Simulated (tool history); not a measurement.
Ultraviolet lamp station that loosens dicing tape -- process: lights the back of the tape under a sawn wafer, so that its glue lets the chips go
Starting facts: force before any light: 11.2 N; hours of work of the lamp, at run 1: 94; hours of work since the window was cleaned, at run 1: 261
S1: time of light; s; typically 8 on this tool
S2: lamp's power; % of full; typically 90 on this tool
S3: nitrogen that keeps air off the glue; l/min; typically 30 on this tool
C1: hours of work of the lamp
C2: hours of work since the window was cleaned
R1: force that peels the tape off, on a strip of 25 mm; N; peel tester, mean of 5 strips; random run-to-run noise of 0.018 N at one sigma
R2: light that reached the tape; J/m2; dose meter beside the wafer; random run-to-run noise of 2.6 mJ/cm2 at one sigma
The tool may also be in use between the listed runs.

| run | hour | S1 | S2 | S3 | C1 | C2 | R1 | R2 |
|---|---|---|---|---|---|---|---|---|
| 1 | 0 | 8 | 90 | 30 | 94 | 261 | 1.279 | 2850 |
| 2 | 28.8 | 8 | 90 | 30 | 112 | 279 | 1.333 | 2830 |
|  | 46.6 | window cleaned of glue's vapour |
| 3 | 46.6 | 13 | 90 | 30 | 123 | 0 | 0.218 | 5390 |
| 4 | 70.7 | 8 | 90 | 30 | 138 | 15 | 0.965 | 3300 |
| 5 | 84.5 | 8 | 90 | 30 | 146 | 24 | 0.933 | 3230 |
| 6 | 106.8 | 8 | 90 | 30 | 160 | 38 | 1.014 | 3190 |
| 7 | 135.6 | 8 | 90 | 30 | 178 | 56 | 1.021 | 3150 |
| 8 | 149.9 | 8 | 90 | 30 | 187 | 65 | 1.016 | 3130 |
| 9 | 168.7 | 8 | 90 | 30 | 199 | 76 | 1.056 | 3090 |
| 10 | 198.7 | 8 | 90 | 30 | 218 | 95 | 1.124 | 3070 |
| 11 | 225.6 | 8 | 90 | 30 | 235 | 112 | 1.14 | 3040 |
| 12 | 249 | 8 | 90 | 30 | 249 | 127 | 1.15 | 2960 |
| 13 | 263.3 | 8 | 90 | 30 | 258 | 136 | 1.186 | 2910 |
| 14 | 290.2 | 10 | 79 | 13 | 275 | 153 | 2.066 | 3170 |
| 15 | 315.3 | 8 | 80 | 24 | 291 | 168 | 2.022 | 2550 |
| 16 | 345.9 | 13 | 67 | 55 | 310 | 187 | 0.477 | 3450 |
| 17 | 363.7 | 4 | 90 | 17 | 321 | 199 | 4.809 | 1390 |
| 18 | 377.5 | 4 | 90 | 17 | 330 | 207 | 4.941 | 1390 |
| 19 | 401.8 | 4 | 90 | 30 | 345 | 223 | 3.95 | 1380 |
| 20 | 430 | 4 | 90 | 30 | 363 | 240 | 4.031 | 1330 |
| 21 | 460.5 | 9 | 94 | 10 | 382 | 259 | 2.536 | 3150 |
| 22 | 477.1 | 9 | 94 | 10 | 392 | 270 | 2.609 | 3060 |
|  | 509.5 | window cleaned of glue's vapour |
| 23 | 509.5 | 7 | 65 | 10 | 412 | 0 | 4.174 | 1950 |
| 24 | 541.2 | 7 | 65 | 11 | 432 | 20 | 4.285 | 1890 |
| 25 | 563.5 | 4 | 90 | 21 | 446 | 34 | 4.265 | 1490 |
| 26 | 582.7 | 4 | 90 | 21 | 458 | 46 | 4.329 | 1470 |

Each row is a separate what-if for the run after 26, all from the same tool condition, not one after another. Results?
| A | 604.6 | 12 | 90 | 16 | 472 | 60 | ? | ? |
| B | 604.6 | 6 | 98 | 14 | 472 | 60 | ? | ? |
| C | 604.6 | 4 | 71 | 35 | 472 | 60 | ? | ? |

| run | R1 | R2 |
|---|---|---|
| A | 0.882 | 4440 |
| B | 2.965 | 2400 |
| C | 4.44 | 1140 |
Had the tool no hidden state, the same runs would have come out as:
| run | R1 | R2 |
|---|---|---|
| A | 0.591 | 5170 |
| B | 2.385 | 2800 |
| C | 3.801 | 1340 |
